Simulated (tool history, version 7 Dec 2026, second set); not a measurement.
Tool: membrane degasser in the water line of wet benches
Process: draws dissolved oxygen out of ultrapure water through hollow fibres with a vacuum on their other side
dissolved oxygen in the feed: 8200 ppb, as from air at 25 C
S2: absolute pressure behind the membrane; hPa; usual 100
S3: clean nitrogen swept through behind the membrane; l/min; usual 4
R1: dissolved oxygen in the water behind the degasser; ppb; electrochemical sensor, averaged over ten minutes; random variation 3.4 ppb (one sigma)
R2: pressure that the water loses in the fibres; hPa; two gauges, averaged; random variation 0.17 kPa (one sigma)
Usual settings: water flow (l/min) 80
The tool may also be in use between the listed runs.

Run 1, hour 0: usual settings. Result: R1 342.4 ppb, R2 258.5 hPa.
Run 2, hour 34.9: usual settings. Result: R1 343.8 ppb, R2 256.9 hPa.
Run 3, hour 69.1: usual settings but water flow (l/min) 52. Result: R1 215.7 ppb, R2 171.1 hPa.
Run 4, hour 99.8: usual settings but S3 1.72 l/min. Result: R1 642.4 ppb, R2 261.8 hPa.
Run 5, hour 146.6: usual settings but water flow (l/min) 125, S3 1.72 l/min. Result: R1 938.7 ppb, R2 407.2 hPa.
Run 6, hour 192.4: usual settings but water flow (l/min) 125, S3 1.72 l/min. Result: R1 948.3 ppb, R2 409.3 hPa.
Run 7, hour 224: usual settings but S2 85 hPa. Result: R1 288 ppb, R2 264.2 hPa.
Run 8, hour 262.2: usual settings but S2 72 hPa. Result: R1 233.2 ppb, R2 258.6 hPa.
Run 9, hour 310.7: usual settings but S2 72 hPa. Result: R1 233 ppb, R2 259.2 hPa.
Run 10, hour 340.8: usual settings but S2 233 hPa. Result: R1 868.3 ppb, R2 257.9 hPa.
Run 11, hour 387.3: usual settings but S2 233 hPa. Result: R1 858.4 ppb, R2 260.8 hPa.
Run 12, hour 427.4: usual settings but S2 233 hPa. Result: R1 865.9 ppb, R2 258.6 hPa.
At hour 431.2: vacuum gauge calibrated.
Run 13, hour 453.5: usual settings but S2 233 hPa. Result: R1 867 ppb, R2 260.1 hPa.
Run 14, hour 474.4: usual settings but S2 233 hPa. Result: R1 866.8 ppb, R2 261.3 hPa.
Run 15, hour 520.9: usual settings but S2 233 hPa. Result: R1 875.6 ppb, R2 262.9 hPa.
At hour 539.5: vacuum gauge calibrated, once more.
Run 16, hour 570.9: usual settings but S2 233 hPa. Result: R1 866.7 ppb, R2 260.7 hPa.
Run 17, hour 610.8: usual settings but water flow (l/min) 61. Result: R1 254.1 ppb, R2 198.5 hPa.
Run 18, hour 640.8: usual settings but water flow (l/min) 61. Result: R1 254.5 ppb, R2 199.6 hPa.
Run 19, hour 679.3: usual settings but water flow (l/min) 61. Result: R1 252 ppb, R2 197.7 hPa.
Run 20, hour 706.9: usual settings but water flow (l/min) 81, S2 131 hPa. Result: R1 478.7 ppb, R2 263.9 hPa.
Run 21, hour 730.3: usual settings but water flow (l/min) 73, S2 93 hPa, S3 3.33 l/min. Result: R1 323.4 ppb, R2 238.1 hPa.
Run 22, hour 770.8: usual settings but water flow (l/min) 73, S2 93 hPa, S3 3.33 l/min. Result: R1 328.8 ppb, R2 237.1 hPa.
Run 23, hour 812.2: usual settings but water flow (l/min) 73, S2 93 hPa, S3 3.33 l/min. Result: R1 329.5 ppb, R2 238.6 hPa.
Run 24, hour 861.3: usual settings but water flow (l/min) 102, S3 10.27 l/min. Result: R1 254.9 ppb, R2 334.8 hPa.
Run 25, hour 911.1: usual settings but S2 152 hPa. Result: R1 555.3 ppb, R2 260.8 hPa.
Run 26, hour 949.5: usual settings but S2 152 hPa. Result: R1 548.4 ppb, R2 263.6 hPa.
Run 27, hour 974.8: usual settings but S2 152 hPa. Result: R1 539.6 ppb, R2 262.7 hPa.
Run 28, hour 1007.2: usual settings but water flow (l/min) 107, S2 156 hPa, S3 1.96 l/min. Result: R1 1222.5 ppb, R2 347.9 hPa.
Run 29, hour 1035.2: usual settings but water flow (l/min) 107, S2 156 hPa, S3 1.96 l/min. Result: R1 1219.5 ppb, R2 351.2 hPa.
Run 30, hour 1065.6: usual settings but water flow (l/min) 90, S2 126 hPa, S3 4.17 l/min. Result: R1 489.6 ppb, R2 294.6 hPa.
Run 31, hour 1104.4: usual settings but water flow (l/min) 85, S3 9.7 l/min. Result: R1 202.2 ppb, R2 283 hPa.
Run 32, hour 1130.6: usual settings but water flow (l/min) 69, S3 1.68 l/min. Result: R1 551 ppb, R2 226.3 hPa.
Run 33, hour 1164: usual settings but water flow (l/min) 111, S2 66 hPa, S3 4.17 l/min. Result: R1 310.3 ppb, R2 368.4 hPa.

Hidden state or all else? Some run-to-run changes of R1, split into what the settings, what came in and random variation would give without the hidden state, and what is left for the hidden state (with any gauge scatter that isn't in both results):
The hidden state here: membrane still open, %; true pressure behind the membrane over the reading, kPa; air that leaks in behind the membrane, l/min; drift of the gauge itself on oxygen_ppb, %; drift of the gauge itself on loss_of_pressure_kpa, %.
Run 3 -> 4: water flow (l/min) 52 -> 80, S3 4 -> 1.72. R1 +426.7 ppb: hidden state +8.5, all else +418.2.
Run 6 -> 7: water flow (l/min) 125 -> 80, S2 100 -> 85, S3 1.72 -> 4. R1 -660.3 ppb: hidden state -12, all else -648.3.
Run 27 -> 28: water flow (l/min) 80 -> 107, S2 152 -> 156, S3 4 -> 1.96. R1 +682.9 ppb: hidden state +3.1, all else +679.8.
Run 29 -> 30: water flow (l/min) 107 -> 90, S2 156 -> 126, S3 1.96 -> 4.17. R1 -729.9 ppb: hidden state -1.3, all else -728.6.
Run 32 -> 33: water flow (l/min) 69 -> 111, S2 100 -> 66, S3 1.68 -> 4.17. R1 -240.7 ppb: hidden state +7.6, all else -248.3.
